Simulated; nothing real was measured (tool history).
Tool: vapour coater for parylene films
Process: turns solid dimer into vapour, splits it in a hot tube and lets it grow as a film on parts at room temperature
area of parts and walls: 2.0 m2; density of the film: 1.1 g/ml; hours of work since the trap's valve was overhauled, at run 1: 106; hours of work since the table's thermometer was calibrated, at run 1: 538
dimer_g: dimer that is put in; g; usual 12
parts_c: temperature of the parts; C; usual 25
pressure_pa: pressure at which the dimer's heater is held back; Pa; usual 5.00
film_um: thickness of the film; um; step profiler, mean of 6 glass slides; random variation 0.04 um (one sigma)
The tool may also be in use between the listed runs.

| run | day | dimer_g | parts_c | pressure_pa | hours of work since the trap's valve was overhauled | hours of work since the table's thermometer was calibrated | film_um |
|---|---|---|---|---|---|---|---|
| 1 | 0.000 | 12 | 25 | 5.00 | 106 | 538 | 4.26 |
| 2 | 0.438 | 12 | 25 | 5.00 | 114 | 545 | 4.28 |
| 3 | 1.233 | 12 | 25 | 5.00 | 128 | 559 | 4.23 |
| 4 | 2.083 | 12 | 25 | 5.00 | 142 | 574 | 4.18 |
| 5 | 2.967 | 12 | 25 | 5.00 | 157 | 589 | 4.22 |
| 6 | 3.638 | 12 | 25 | 5.00 | 169 | 600 | 4.21 |
| 7 | 4.483 | 12 | 25 | 5.00 | 184 | 615 | 4.22 |
| 8 | 5.042 | 12 | 25 | 5.49 | 193 | 625 | 4.10 |
| 9 | 5.892 | 12 | 25 | 5.49 | 208 | 639 | 4.09 |
| 10 | 6.554 | 8 | 25 | 5.00 | 219 | 651 | 2.73 |
| 11 | 7.404 | 8 | 25 | 5.00 | 234 | 665 | 2.73 |
| 12 | 8.404 | 12 | 26 | 5.00 | 251 | 683 | 3.96 |
| 13 | 9.388 | 12 | 26 | 5.00 | 268 | 700 | 3.99 |

Run 14 comes next. What will it give?
| 14 | 9.958 | 12 | 26 | 5.00 | 278 | 709 | ? |

Run 14 gave film_um 3.95 um.
Without the tool's hidden state the same run would have given film_um 4.19 um.
